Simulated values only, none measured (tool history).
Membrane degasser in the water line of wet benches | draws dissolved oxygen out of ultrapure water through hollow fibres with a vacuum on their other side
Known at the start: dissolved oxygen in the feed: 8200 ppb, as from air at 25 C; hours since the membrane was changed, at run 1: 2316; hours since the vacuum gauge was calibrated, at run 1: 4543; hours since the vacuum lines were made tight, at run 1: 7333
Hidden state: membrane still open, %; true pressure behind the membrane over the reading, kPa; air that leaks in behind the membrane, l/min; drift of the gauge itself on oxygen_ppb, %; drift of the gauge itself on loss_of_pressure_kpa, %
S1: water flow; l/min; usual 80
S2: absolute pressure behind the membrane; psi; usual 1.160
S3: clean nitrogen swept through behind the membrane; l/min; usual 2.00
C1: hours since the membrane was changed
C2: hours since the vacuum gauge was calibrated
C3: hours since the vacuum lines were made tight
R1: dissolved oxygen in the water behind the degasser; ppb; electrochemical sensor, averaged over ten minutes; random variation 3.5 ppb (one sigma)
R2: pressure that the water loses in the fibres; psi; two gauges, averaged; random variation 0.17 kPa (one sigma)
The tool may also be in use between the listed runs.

run	hour	S1	S2	S3	C1	C2	C3	R1	R2
1	0.0	80	1.160	2.00	2316	4543	7333	376.0	4.154
2	50.2	80	1.160	2.00	2366	4594	7383	378.5	4.177
3	122.5	80	1.160	2.00	2439	4666	7455	381.6	4.144
4	173.0	80	1.160	2.00	2489	4716	7506	381.6	4.173
5	239.5	80	1.160	2.00	2556	4783	7572	385.1	4.160
6	293.8	52	1.160	2.00	2610	4837	7627	260.6	2.744
7	346.2	78	1.160	2.00	2662	4890	7679	368.4	4.052
8	404.2	78	1.160	2.00	2720	4948	7737	370.0	4.052
9	491.4	65	1.160	2.00	2807	5035	7824	318.8	3.392
10	540.4	80	1.160	2.00	2856	5084	7873	379.4	4.187
# hour 597.5: seals of the vacuum lines changed
11	624.2	80	1.160	2.00	2938	5166	27	376.2	4.173
12	682.5	80	1.160	2.00	2996	5224	85	383.1	4.186
# hour 762.8: vacuum gauge calibrated
13	762.8	80	1.160	2.00	3076	0	165	376.6	4.152
14	858.1	80	1.160	0.83	3172	95	260	682.5	4.167
15	952.7	80	1.160	0.83	3266	190	355	686.0	4.168
16	999.5	80	1.160	0.83	3313	237	401	689.2	4.193
17	1061.3	80	1.160	0.83	3375	298	463	699.7	4.183
18	1118.3	80	1.160	0.93	3432	355	520	655.1	4.158
19	1164.5	118	1.160	2.00	3478	402	566	521.1	6.106
20	1221.5	67	1.160	5.23	3535	459	623	145.1	3.517
21	1311.8	100	1.152	1.08	3625	549	714	677.3	5.224
22	1350.7	79	1.160	2.54	3664	588	753	308.5	4.074
23	1445.4	79	1.533	1.04	3759	683	847	888.7	4.089
24	1534.5	100	1.841	1.50	3848	772	936	1033.1	5.234
25	1587.6	100	1.841	1.50	3901	825	990	1042.2	5.213
26	1642.5	79	2.624	2.09	3956	880	1044	1035.5	4.119
27	1720.4	91	2.624	3.09	4034	958	1122	860.7	4.706
28	1762.8	51	0.735	5.68	4076	1000	1165	40.7	2.641
29	1803.3	80	1.160	5.20	4117	1040	1205	175.5	4.209
30	1883.1	80	1.160	3.29	4197	1120	1285	254.4	4.212
31	1974.2	50	1.711	3.85	4288	1211	1376	256.8	2.583

5 ways to go on from here, each from the tool as it stands after run 31. What would each give?
A	2014.6	50	1.730	1.25	4328	1252	1417	?	?
B	2014.6	80	2.586	2.66	4328	1252	1417	?	?
C	2014.6	127	2.035	3.85	4328	1252	1417	?	?
D	2014.6	125	0.782	1.68	4328	1252	1417	?	?
E	2014.6	71	0.992	2.62	4328	1252	1417	?	?

run	R1	R2
A	658.2	2.602
B	853.6	4.168
C	727.0	6.593
D	304.3	6.463
E	211.5	3.687
Without the tool's hidden state the same runs would have given:
run	R1	R2
A	658.1	2.601
B	853.5	4.167
C	726.8	6.591
D	304.0	6.459
E	211.5	3.684
